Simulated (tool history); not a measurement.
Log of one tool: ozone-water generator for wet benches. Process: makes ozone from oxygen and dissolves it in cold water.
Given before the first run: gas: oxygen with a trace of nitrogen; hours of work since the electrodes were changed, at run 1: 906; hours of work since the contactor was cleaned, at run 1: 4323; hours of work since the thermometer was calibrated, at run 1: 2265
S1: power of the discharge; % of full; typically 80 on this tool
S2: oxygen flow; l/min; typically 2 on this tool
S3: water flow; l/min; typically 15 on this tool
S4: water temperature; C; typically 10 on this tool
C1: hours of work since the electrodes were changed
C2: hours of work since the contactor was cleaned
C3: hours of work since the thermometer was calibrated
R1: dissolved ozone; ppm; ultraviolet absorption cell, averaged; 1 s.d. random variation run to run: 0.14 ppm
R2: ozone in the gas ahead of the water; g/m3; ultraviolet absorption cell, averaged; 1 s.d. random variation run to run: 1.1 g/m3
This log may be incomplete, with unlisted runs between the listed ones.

| run | hour | S1 | S2 | S3 | S4 | C1 | C2 | C3 | R1 | R2 |
|---|---|---|---|---|---|---|---|---|---|---|
| 1 | 0 | 80 | 2 | 15 | 10 | 906 | 4323 | 2265 | 14 | 186.2 |
| 2 | 24 | 80 | 2 | 15 | 10 | 925 | 4342 | 2284 | 14.1 | 185.4 |
| 3 | 68.1 | 80 | 2 | 15 | 10 | 961 | 4378 | 2319 | 13.9 | 185 |
| 4 | 110.5 | 80 | 2 | 15 | 10 | 995 | 4411 | 2353 | 14 | 183.8 |
| 5 | 156.6 | 53 | 2 | 15 | 10 | 1031 | 4448 | 2390 | 9.8 | 131 |
| 6 | 193.7 | 80 | 2 | 15 | 10 | 1061 | 4478 | 2419 | 13.8 | 186 |
| 7 | 220.7 | 80 | 2 | 15 | 10 | 1083 | 4500 | 2441 | 13.7 | 183.9 |
| 8 | 243.1 | 80 | 2 | 15 | 10 | 1100 | 4517 | 2459 | 13.8 | 185.1 |
| 9 | 284.1 | 80 | 2 | 15 | 10 | 1133 | 4550 | 2492 | 14 | 182.9 |
| 10 | 312.3 | 80 | 2 | 15 | 10 | 1156 | 4573 | 2514 | 13.9 | 183.9 |
| 11 | 332.5 | 80 | 2 | 15 | 10 | 1172 | 4589 | 2530 | 13.8 | 185.5 |
| 12 | 375.6 | 80 | 2 | 15 | 10 | 1206 | 4623 | 2565 | 13.7 | 182.5 |
| 13 | 409.2 | 80 | 2 | 15 | 10 | 1233 | 4650 | 2592 | 13.8 | 183.6 |
| 14 | 430.9 | 80 | 2 | 12 | 10 | 1251 | 4667 | 2609 | 17.3 | 184.9 |
| 15 | 469.6 | 80 | 1.35 | 15 | 10 | 1281 | 4698 | 2640 | 12 | 217.4 |
| 16 | 490.9 | 80 | 1.35 | 15 | 10 | 1298 | 4715 | 2657 | 12.1 | 215.7 |
|  | 497.1 | contactor cleaned |
| 17 | 536.7 | 55 | 2.43 | 15 | 12 | 1332 | 32 | 2690 | 10.1 | 123.7 |
| 18 | 572.2 | 80 | 3.32 | 15 | 13 | 1360 | 60 | 2719 | 15 | 147.7 |
| 19 | 616.4 | 80 | 3.32 | 15 | 13 | 1396 | 95 | 2754 | 14.7 | 149.3 |
| 20 | 639.8 | 80 | 3.32 | 15 | 13 | 1414 | 114 | 2773 | 15 | 147 |
|  | 660.8 | contactor cleaned, once more |
| 21 | 689.1 | 80 | 2 | 19 | 10 | 1450 | 23 | 2809 | 11.2 | 181.4 |

Predict the results of run 22:
| 22 | 722.7 | 80 | 2 | 19 | 10 | 1477 | 49 | 2836 | ? | ? |

{"run 22": {"R1": 11.2, "R2": 182.2}}
With no hidden state in the tool, this same run would have given R1 11.8 ppm, R2 191.2 g/m3.
